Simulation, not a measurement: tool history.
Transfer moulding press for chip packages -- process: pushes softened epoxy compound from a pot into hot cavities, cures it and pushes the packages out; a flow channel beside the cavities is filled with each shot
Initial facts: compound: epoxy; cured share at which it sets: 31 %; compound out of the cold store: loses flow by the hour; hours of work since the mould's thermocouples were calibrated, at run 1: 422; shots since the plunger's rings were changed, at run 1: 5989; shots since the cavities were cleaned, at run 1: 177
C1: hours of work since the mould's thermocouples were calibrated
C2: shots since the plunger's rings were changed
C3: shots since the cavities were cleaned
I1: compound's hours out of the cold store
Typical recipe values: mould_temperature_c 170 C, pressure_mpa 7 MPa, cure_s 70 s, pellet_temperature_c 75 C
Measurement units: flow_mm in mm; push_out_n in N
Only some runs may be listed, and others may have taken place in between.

{"run": 1, "hour": 0.0, "mould_temperature_c": 170, "pressure_mpa": 7, "cure_s": 70, "pellet_temperature_c": 75, "C1": 422, "C2": 5989, "C3": 177, "I1": 25.3, "flow_mm": 674, "push_out_n": 713}
{"hour": 18.5, "done": "cavities cleaned with cleaning compound and waxed"}
{"run": 2, "hour": 38.2, "mould_temperature_c": 170, "pressure_mpa": 7, "cure_s": 70, "pellet_temperature_c": 75, "C1": 449, "C2": 6618, "C3": 338, "I1": 35.7, "flow_mm": 652, "push_out_n": 766}
{"hour": 52.2, "done": "plunger's sealing rings changed"}
{"hour": 53.7, "done": "cavities cleaned with cleaning compound and waxed"}
{"run": 3, "hour": 79.0, "mould_temperature_c": 170, "pressure_mpa": 7, "cure_s": 70, "pellet_temperature_c": 75, "C1": 476, "C2": 433, "C3": 433, "I1": 9.2, "flow_mm": 813, "push_out_n": 843}
{"hour": 85.0, "done": "cavities cleaned with cleaning compound and waxed"}
{"hour": 117.9, "done": "cavities cleaned with cleaning compound and waxed"}
{"hour": 133.4, "done": "mould's thermocouples calibrated"}
{"hour": 153.2, "done": "cavities cleaned with cleaning compound and waxed"}
{"run": 4, "hour": 162.8, "mould_temperature_c": 170, "pressure_mpa": 7, "cure_s": 70, "pellet_temperature_c": 75, "C1": 21, "C2": 1757, "C3": 163, "I1": 12.2, "flow_mm": 787, "push_out_n": 731}
{"hour": 187.8, "done": "cavities cleaned with cleaning compound and waxed"}
{"hour": 219.7, "done": "cavities cleaned with cleaning compound and waxed"}
{"run": 5, "hour": 236.0, "mould_temperature_c": 170, "pressure_mpa": 7, "cure_s": 70, "pellet_temperature_c": 75, "C1": 73, "C2": 2960, "C3": 279, "I1": 19.6, "flow_mm": 741, "push_out_n": 829}
{"hour": 249.2, "done": "cavities cleaned with cleaning compound and waxed"}
{"hour": 283.4, "done": "cavities cleaned with cleaning compound and waxed"}
{"run": 6, "hour": 289.8, "mould_temperature_c": 170, "pressure_mpa": 7, "cure_s": 70, "pellet_temperature_c": 75, "C1": 111, "C2": 3829, "C3": 108, "I1": 11.6, "flow_mm": 743, "push_out_n": 643}
{"hour": 312.8, "done": "cavities cleaned with cleaning compound and waxed"}
{"hour": 343.8, "done": "cavities cleaned with cleaning compound and waxed"}
{"run": 7, "hour": 364.1, "mould_temperature_c": 170, "pressure_mpa": 7, "cure_s": 70, "pellet_temperature_c": 73, "C1": 164, "C2": 5051, "C3": 347, "I1": 10.6, "flow_mm": 732, "push_out_n": 851}
{"hour": 378.1, "done": "cavities cleaned with cleaning compound and waxed"}
{"hour": 407.2, "done": "cavities cleaned with cleaning compound and waxed"}
{"run": 8, "hour": 429.7, "mould_temperature_c": 170, "pressure_mpa": 7, "cure_s": 70, "pellet_temperature_c": 75, "C1": 210, "C2": 6123, "C3": 386, "I1": 10.1, "flow_mm": 713, "push_out_n": 889}
{"hour": 441.5, "done": "cavities cleaned with cleaning compound and waxed"}
{"hour": 477.9, "done": "plunger's sealing rings changed"}
{"hour": 479.4, "done": "cavities cleaned with cleaning compound and waxed"}
{"run": 9, "hour": 501.7, "mould_temperature_c": 170, "pressure_mpa": 7, "cure_s": 83, "pellet_temperature_c": 75, "C1": 260, "C2": 383, "C3": 383, "I1": 13.6, "flow_mm": 826, "push_out_n": 784}
{"hour": 513.3, "done": "cavities cleaned with cleaning compound and waxed"}
{"hour": 542.4, "done": "cavities cleaned with cleaning compound and waxed"}
{"hour": 571.1, "done": "cavities cleaned with cleaning compound and waxed"}
{"run": 10, "hour": 571.1, "mould_temperature_c": 170, "pressure_mpa": 7, "cure_s": 83, "pellet_temperature_c": 75, "C1": 308, "C2": 1493, "C3": 0, "I1": 43.5, "flow_mm": 707, "push_out_n": 459}
{"hour": 601.7, "done": "cavities cleaned with cleaning compound and waxed"}
{"run": 11, "hour": 628.4, "mould_temperature_c": 170, "pressure_mpa": 7, "cure_s": 83, "pellet_temperature_c": 75, "C1": 350, "C2": 2449, "C3": 456, "I1": 27.8, "flow_mm": 729, "push_out_n": 853}
{"hour": 636.7, "done": "cavities cleaned with cleaning compound and waxed"}
{"hour": 669.7, "done": "cavities cleaned with cleaning compound and waxed"}
{"hour": 700.7, "done": "cavities cleaned with cleaning compound and waxed"}
{"run": 12, "hour": 700.7, "mould_temperature_c": 170, "pressure_mpa": 7, "cure_s": 83, "pellet_temperature_c": 75, "C1": 400, "C2": 3611, "C3": 0, "I1": 41, "flow_mm": 658, "push_out_n": 457}
{"hour": 735.0, "done": "cavities cleaned with cleaning compound and waxed"}
{"run": 13, "hour": 758.8, "mould_temperature_c": 170, "pressure_mpa": 7, "cure_s": 83, "pellet_temperature_c": 68, "C1": 442, "C2": 4580, "C3": 409, "I1": 43.5, "flow_mm": 645, "push_out_n": 775}
{"hour": 764.2, "done": "cavities cleaned with cleaning compound and waxed"}
{"hour": 795.9, "done": "cavities cleaned with cleaning compound and waxed"}
{"hour": 830.0, "done": "cavities cleaned with cleaning compound and waxed"}
{"run": 14, "hour": 830.6, "mould_temperature_c": 170, "pressure_mpa": 7.27, "cure_s": 86, "pellet_temperature_c": 75, "C1": 492, "C2": 5732, "C3": 9, "I1": 41.5, "flow_mm": 661, "push_out_n": 462}
{"hour": 859.9, "done": "mould's thermocouples calibrated"}
{"hour": 861.4, "done": "cavities cleaned with cleaning compound and waxed"}
{"run": 15, "hour": 869.4, "mould_temperature_c": 170, "pressure_mpa": 7.27, "cure_s": 86, "pellet_temperature_c": 76, "C1": 6, "C2": 6336, "C3": 136, "I1": 10.9, "flow_mm": 729, "push_out_n": 629}
{"hour": 891.3, "done": "cavities cleaned with cleaning compound and waxed"}
{"hour": 905.3, "done": "plunger's sealing rings changed"}
{"run": 16, "hour": 910.4, "mould_temperature_c": 170, "pressure_mpa": 7, "cure_s": 102, "pellet_temperature_c": 66, "C1": 33, "C2": 88, "C3": 285, "I1": 33.5, "flow_mm": 748, "push_out_n": 730}
{"hour": 925.7, "done": "cavities cleaned with cleaning compound and waxed"}
{"hour": 957.1, "done": "cavities cleaned with cleaning compound and waxed"}
{"run": 17, "hour": 977.6, "mould_temperature_c": 170, "pressure_mpa": 7, "cure_s": 102, "pellet_temperature_c": 66, "C1": 81, "C2": 1187, "C3": 351, "I1": 40.9, "flow_mm": 708, "push_out_n": 757}
{"hour": 985.8, "done": "cavities cleaned with cleaning compound and waxed"}
{"hour": 1016.3, "done": "cavities cleaned with cleaning compound and waxed"}
{"run": 18, "hour": 1036.9, "mould_temperature_c": 170, "pressure_mpa": 5.83, "cure_s": 102, "pellet_temperature_c": 66, "C1": 123, "C2": 2150, "C3": 352, "I1": 20.1, "flow_mm": 684, "push_out_n": 741}
{"hour": 1045.2, "done": "cavities cleaned with cleaning compound and waxed"}
{"hour": 1078.6, "done": "cavities cleaned with cleaning compound and waxed"}
{"hour": 1107.4, "done": "cavities cleaned with cleaning compound and waxed"}
{"run": 19, "hour": 1107.4, "mould_temperature_c": 170, "pressure_mpa": 5.83, "cure_s": 102, "pellet_temperature_c": 66, "C1": 172, "C2": 3282, "C3": 0, "I1": 40.1, "flow_mm": 615, "push_out_n": 445}
{"hour": 1140.1, "done": "cavities cleaned with cleaning compound and waxed"}
{"hour": 1169.8, "done": "cavities cleaned with cleaning compound and waxed"}
{"run": 20, "hour": 1169.8, "mould_temperature_c": 173, "pressure_mpa": 5.83, "cure_s": 66, "pellet_temperature_c": 66, "C1": 216, "C2": 4299, "C3": 0, "I1": 34.1, "flow_mm": 609, "push_out_n": 478}
{"hour": 1200.1, "done": "cavities cleaned with cleaning compound and waxed"}
{"hour": 1232.5, "done": "cavities cleaned with cleaning compound and waxed"}
{"run": 21, "hour": 1244.3, "mould_temperature_c": 173, "pressure_mpa": 5.83, "cure_s": 66, "pellet_temperature_c": 66, "C1": 270, "C2": 5523, "C3": 202, "I1": 40.2, "flow_mm": 589, "push_out_n": 695}
{"hour": 1263.2, "done": "cavities cleaned with cleaning compound and waxed"}
{"hour": 1295.5, "done": "cavities cleaned with cleaning compound and waxed"}
{"run": 22, "hour": 1314.1, "mould_temperature_c": 171, "pressure_mpa": 7.27, "cure_s": 66, "pellet_temperature_c": 76, "C1": 319, "C2": 6666, "C3": 318, "I1": 32.6, "flow_mm": 646, "push_out_n": 826}
{"hour": 1323.5, "done": "plunger's sealing rings changed"}
{"hour": 1331.0, "done": "cavities cleaned with cleaning compound and waxed"}
{"hour": 1362.1, "done": "cavities cleaned with cleaning compound and waxed"}
{"run": 23, "hour": 1370.0, "mould_temperature_c": 170, "pressure_mpa": 6.01, "cure_s": 70, "pellet_temperature_c": 75, "C1": 357, "C2": 745, "C3": 136, "I1": 43.9, "flow_mm": 649, "push_out_n": 677}
{"hour": 1391.6, "done": "cavities cleaned with cleaning compound and waxed"}
{"hour": 1421.4, "done": "cavities cleaned with cleaning compound and waxed"}
{"hour": 1450.7, "done": "cavities cleaned with cleaning compound and waxed"}
{"run": 24, "hour": 1457.4, "mould_temperature_c": 171, "pressure_mpa": 8.12, "cure_s": 68, "pellet_temperature_c": 67, "C1": 418, "C2": 2164, "C3": 115, "I1": 33.5, "flow_mm": 765, "push_out_n": 613}

Hidden state at the last listed run before each entry between runs and at the first one after, where it differs:
In the gap between runs 1 and 2: cavities cleaned with cleaning compound and waxed (hour 18.5)
  true mould temperature over the reading, C: 1.09 -> 1.15; pressure that reaches the compound, % of what is set: 78.06 -> 75.59; grip of the stained cavities, % over clean ones': 48.4 -> 71.4
  what was measured, less what the result would be without the hidden state, flow_mm: -92 -> -101 mm; push_out_n: +223 -> +310 N
In the gap between runs 2 and 3: plunger's sealing rings changed (hour 52.2); cavities cleaned with cleaning compound and waxed (hour 53.7)
  true mould temperature over the reading, C: 1.15 -> 1.2; pressure that reaches the compound, % of what is set: 75.59 -> 98.46; grip of the stained cavities, % over clean ones': 71.4 -> 81
  what was measured, less what the result would be without the hidden state, flow_mm: -101 -> -10 mm; push_out_n: +310 -> +363 N
In the gap between runs 3 and 4: cavities cleaned with cleaning compound and waxed (hour 85); cavities cleaned with cleaning compound and waxed (hour 117.9); mould's thermocouples calibrated (hour 133.4); cavities cleaned with cleaning compound and waxed (hour 153.2)
  true mould temperature over the reading, C: 1.2 -> -0.23; pressure that reaches the compound, % of what is set: 98.46 -> 93.59; grip of the stained cavities, % over clean ones': 81 -> 45
  what was measured, less what the result would be without the hidden state, flow_mm: -10 -> -25 mm; push_out_n: +363 -> +231 N
In the gap between runs 4 and 5: cavities cleaned with cleaning compound and waxed (hour 187.8); cavities cleaned with cleaning compound and waxed (hour 219.7)
  true mould temperature over the reading, C: -0.23 -> -0.14; pressure that reaches the compound, % of what is set: 93.59 -> 88.89; grip of the stained cavities, % over clean ones': 45 -> 65.1
  what was measured, less what the result would be without the hidden state, flow_mm: -25 -> -45 mm; push_out_n: +231 -> +329 N
In the gap between runs 5 and 6: cavities cleaned with cleaning compound and waxed (hour 249.2); cavities cleaned with cleaning compound and waxed (hour 283.4)
  true mould temperature over the reading, C: -0.14 -> -0.07; pressure that reaches the compound, % of what is set: 88.89 -> 85.62; grip of the stained cavities, % over clean ones': 65.1 -> 34
  what was measured, less what the result would be without the hidden state, flow_mm: -45 -> -59 mm; push_out_n: +329 -> +165 N
In the gap between runs 6 and 7: cavities cleaned with cleaning compound and waxed (hour 312.8); cavities cleaned with cleaning compound and waxed (hour 343.8)
  true mould temperature over the reading, C: -0.07 -> 0.02; pressure that reaches the compound, % of what is set: 85.62 -> 81.17; grip of the stained cavities, % over clean ones': 34 -> 73.7
  what was measured, less what the result would be without the hidden state, flow_mm: -59 -> -81 mm; push_out_n: +165 -> +361 N
In the gap between runs 7 and 8: cavities cleaned with cleaning compound and waxed (hour 378.1); cavities cleaned with cleaning compound and waxed (hour 407.2)
  true mould temperature over the reading, C: 0.02 -> 0.1; pressure that reaches the compound, % of what is set: 81.17 -> 77.03; grip of the stained cavities, % over clean ones': 73.7 -> 78
  what was measured, less what the result would be without the hidden state, flow_mm: -81 -> -99 mm; push_out_n: +361 -> +386 N
In the gap between runs 8 and 9: cavities cleaned with cleaning compound and waxed (hour 441.5); plunger's sealing rings changed (hour 477.9); cavities cleaned with cleaning compound and waxed (hour 479.4)
  true mould temperature over the reading, C: 0.1 -> 0.19; pressure that reaches the compound, % of what is set: 77.03 -> 98.01; grip of the stained cavities, % over clean ones': 78 -> 75.1
  what was measured, less what the result would be without the hidden state, flow_mm: -99 -> -9 mm; push_out_n: +386 -> +334 N
In the gap between runs 9 and 10: cavities cleaned with cleaning compound and waxed (hour 513.3); cavities cleaned with cleaning compound and waxed (hour 542.4); cavities cleaned with cleaning compound and waxed (hour 571.1)
  true mould temperature over the reading, C: 0.19 -> 0.28; pressure that reaches the compound, % of what is set: 98.01 -> 94.19; grip of the stained cavities, % over clean ones': 75.1 -> 1.6
  what was measured, less what the result would be without the hidden state, flow_mm: -9 -> -22 mm; push_out_n: +334 -> +7 N
In the gap between runs 10 and 11: cavities cleaned with cleaning compound and waxed (hour 601.7)
  true mould temperature over the reading, C: 0.28 -> 0.35; pressure that reaches the compound, % of what is set: 94.19 -> 90.72; grip of the stained cavities, % over clean ones': 1.6 -> 87.8
  what was measured, less what the result would be without the hidden state, flow_mm: -22 -> -37 mm; push_out_n: +7 -> +396 N
In the gap between runs 11 and 12: cavities cleaned with cleaning compound and waxed (hour 636.7); cavities cleaned with cleaning compound and waxed (hour 669.7); cavities cleaned with cleaning compound and waxed (hour 700.7)
  true mould temperature over the reading, C: 0.35 -> 0.43; pressure that reaches the compound, % of what is set: 90.72 -> 86.7; grip of the stained cavities, % over clean ones': 87.8 -> 1.5
  what was measured, less what the result would be without the hidden state, flow_mm: -37 -> -50 mm; push_out_n: +396 -> +5 N
In the gap between runs 12 and 13: cavities cleaned with cleaning compound and waxed (hour 735)
  true mould temperature over the reading, C: 0.43 -> 0.5; pressure that reaches the compound, % of what is set: 86.7 -> 83.04; grip of the stained cavities, % over clean ones': 1.5 -> 73.5
  what was measured, less what the result would be without the hidden state, flow_mm: -50 -> -64 mm; push_out_n: +5 -> +327 N
In the gap between runs 13 and 14: cavities cleaned with cleaning compound and waxed (hour 764.2); cavities cleaned with cleaning compound and waxed (hour 795.9); cavities cleaned with cleaning compound and waxed (hour 830)
  true mould temperature over the reading, C: 0.5 -> 0.59; pressure that reaches the compound, % of what is set: 83.04 -> 78.78; grip of the stained cavities, % over clean ones': 73.5 -> 2.9
  what was measured, less what the result would be without the hidden state, flow_mm: -64 -> -85 mm; push_out_n: +327 -> +12 N
In the gap between runs 14 and 15: mould's thermocouples calibrated (hour 859.9); cavities cleaned with cleaning compound and waxed (hour 861.4)
  true mould temperature over the reading, C: 0.59 -> -0.14; pressure that reaches the compound, % of what is set: 78.78 -> 76.82; grip of the stained cavities, % over clean ones': 2.9 -> 37.5
  what was measured, less what the result would be without the hidden state, flow_mm: -85 -> -102 mm; push_out_n: +12 -> +172 N
In the gap between runs 15 and 16: cavities cleaned with cleaning compound and waxed (hour 891.3); plunger's sealing rings changed (hour 905.3)
  true mould temperature over the reading, C: -0.14 -> -0.09; pressure that reaches the compound, % of what is set: 76.82 -> 99.15; grip of the stained cavities, % over clean ones': 37.5 -> 64.2
  what was measured, less what the result would be without the hidden state, flow_mm: -102 -> -3 mm; push_out_n: +172 -> +284 N
In the gap between runs 16 and 17: cavities cleaned with cleaning compound and waxed (hour 925.7); cavities cleaned with cleaning compound and waxed (hour 957.1)
  true mould temperature over the reading, C: -0.09 -> 0; pressure that reaches the compound, % of what is set: 99.15 -> 95.15; grip of the stained cavities, % over clean ones': 64.2 -> 70.2
  what was measured, less what the result would be without the hidden state, flow_mm: -3 -> -18 mm; push_out_n: +284 -> +312 N
In the gap between runs 17 and 18: cavities cleaned with cleaning compound and waxed (hour 985.8); cavities cleaned with cleaning compound and waxed (hour 1016.3)
  true mould temperature over the reading, C: 0 -> 0.08; pressure that reaches the compound, % of what is set: 95.15 -> 91.44; grip of the stained cavities, % over clean ones': 70.2 -> 73.7
  what was measured, less what the result would be without the hidden state, flow_mm: -18 -> -31 mm; push_out_n: +312 -> +316 N
In the gap between runs 18 and 19: cavities cleaned with cleaning compound and waxed (hour 1045.2); cavities cleaned with cleaning compound and waxed (hour 1078.6); cavities cleaned with cleaning compound and waxed (hour 1107.4)
  true mould temperature over the reading, C: 0.08 -> 0.16; pressure that reaches the compound, % of what is set: 91.44 -> 87.35; grip of the stained cavities, % over clean ones': 73.7 -> 1.3
  what was measured, less what the result would be without the hidden state, flow_mm: -31 -> -44 mm; push_out_n: +316 -> +5 N
In the gap between runs 19 and 20: cavities cleaned with cleaning compound and waxed (hour 1140.1); cavities cleaned with cleaning compound and waxed (hour 1169.8)
  true mould temperature over the reading, C: 0.16 -> 0.24; pressure that reaches the compound, % of what is set: 87.35 -> 83.34; grip of the stained cavities, % over clean ones': 1.3 -> 1.7
  what was measured, less what the result would be without the hidden state, flow_mm: -44 -> -59 mm; push_out_n: +5 -> +6 N
In the gap between runs 20 and 21: cavities cleaned with cleaning compound and waxed (hour 1200.1); cavities cleaned with cleaning compound and waxed (hour 1232.5)
  true mould temperature over the reading, C: 0.24 -> 0.33; pressure that reaches the compound, % of what is set: 83.34 -> 78.72; grip of the stained cavities, % over clean ones': 1.7 -> 46.8
  what was measured, less what the result would be without the hidden state, flow_mm: -59 -> -76 mm; push_out_n: +6 -> +219 N
In the gap between runs 21 and 22: cavities cleaned with cleaning compound and waxed (hour 1263.2); cavities cleaned with cleaning compound and waxed (hour 1295.5)
  true mould temperature over the reading, C: 0.33 -> 0.42; pressure that reaches the compound, % of what is set: 78.72 -> 74.52; grip of the stained cavities, % over clean ones': 46.8 -> 68.4
  what was measured, less what the result would be without the hidden state, flow_mm: -76 -> -104 mm; push_out_n: +219 -> +328 N
In the gap between runs 22 and 23: plunger's sealing rings changed (hour 1323.5); cavities cleaned with cleaning compound and waxed (hour 1331); cavities cleaned with cleaning compound and waxed (hour 1362.1)
  true mould temperature over the reading, C: 0.42 -> 0.48; pressure that reaches the compound, % of what is set: 74.52 -> 96.93; grip of the stained cavities, % over clean ones': 68.4 -> 41.6
  what was measured, less what the result would be without the hidden state, flow_mm: -104 -> -12 mm; push_out_n: +328 -> +193 N
In the gap between runs 23 and 24: cavities cleaned with cleaning compound and waxed (hour 1391.6); cavities cleaned with cleaning compound and waxed (hour 1421.4); cavities cleaned with cleaning compound and waxed (hour 1450.7)
  true mould temperature over the reading, C: 0.48 -> 0.59; pressure that reaches the compound, % of what is set: 96.93 -> 92.09; grip of the stained cavities, % over clean ones': 41.6 -> 32.1
  what was measured, less what the result would be without the hidden state, flow_mm: -12 -> -34 mm; push_out_n: +193 -> +143 N
